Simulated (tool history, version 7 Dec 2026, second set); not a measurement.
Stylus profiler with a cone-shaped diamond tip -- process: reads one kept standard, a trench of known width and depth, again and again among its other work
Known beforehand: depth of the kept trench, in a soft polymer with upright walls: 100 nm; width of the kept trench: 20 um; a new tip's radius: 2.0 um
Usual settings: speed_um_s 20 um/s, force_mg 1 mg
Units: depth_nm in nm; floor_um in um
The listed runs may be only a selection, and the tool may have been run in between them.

run 1 hour=0 | speed_um_s=20 force_mg=1 | depth_nm=100.6 floor_um=18.58
run 2 hour=106.8 | speed_um_s=20 force_mg=1 | depth_nm=100.59 floor_um=18.55
run 3 hour=172.6 | speed_um_s=37 force_mg=1 | depth_nm=100.59 floor_um=18.42
run 4 hour=224.5 | speed_um_s=37 force_mg=1 | depth_nm=100.6 floor_um=18.37
run 5 hour=319.2 | speed_um_s=37 force_mg=1 | depth_nm=100.56 floor_um=18.28
run 6 hour=394.2 | speed_um_s=51 force_mg=2.05 | depth_nm=100.92 floor_um=18.22
run 7 hour=468.7 | speed_um_s=51 force_mg=2.05 | depth_nm=100.92 floor_um=18.21
run 8 hour=548.9 | speed_um_s=14 force_mg=0.36 | depth_nm=100.26 floor_um=18.2
run 9 hour=617.1 | speed_um_s=14 force_mg=0.36 | depth_nm=100.26 floor_um=18.14
run 10 hour=694.4 | speed_um_s=23 force_mg=1.79 | depth_nm=100.81 floor_um=18.06

Each row is a separate what-if for the run after 10, all from the same tool condition, not one after another. Results?
run A hour=797.2 | speed_um_s=14 force_mg=0.41 | depth_nm=? floor_um=?
run B hour=797.2 | speed_um_s=31 force_mg=0.72 | depth_nm=? floor_um=?
run C hour=797.2 | speed_um_s=12 force_mg=1.03 | depth_nm=? floor_um=?
run D hour=797.2 | speed_um_s=8 force_mg=0.49 | depth_nm=? floor_um=?
run E hour=797.2 | speed_um_s=20 force_mg=1.56 | depth_nm=? floor_um=?

run=A depth_nm=100.27 floor_um=18.04
run=B depth_nm=100.41 floor_um=17.93
run=C depth_nm=100.53 floor_um=18.05
run=D depth_nm=100.29 floor_um=18.04
run=E depth_nm=100.74 floor_um=18.01
Stripped of hidden state, with their random variation kept, the same runs would have yielded:
run=A depth_nm=100.33 floor_um=18.69
run=B depth_nm=100.47 floor_um=18.58
run=C depth_nm=100.6 floor_um=18.71
run=D depth_nm=100.36 floor_um=18.69
run=E depth_nm=100.8 floor_um=18.67

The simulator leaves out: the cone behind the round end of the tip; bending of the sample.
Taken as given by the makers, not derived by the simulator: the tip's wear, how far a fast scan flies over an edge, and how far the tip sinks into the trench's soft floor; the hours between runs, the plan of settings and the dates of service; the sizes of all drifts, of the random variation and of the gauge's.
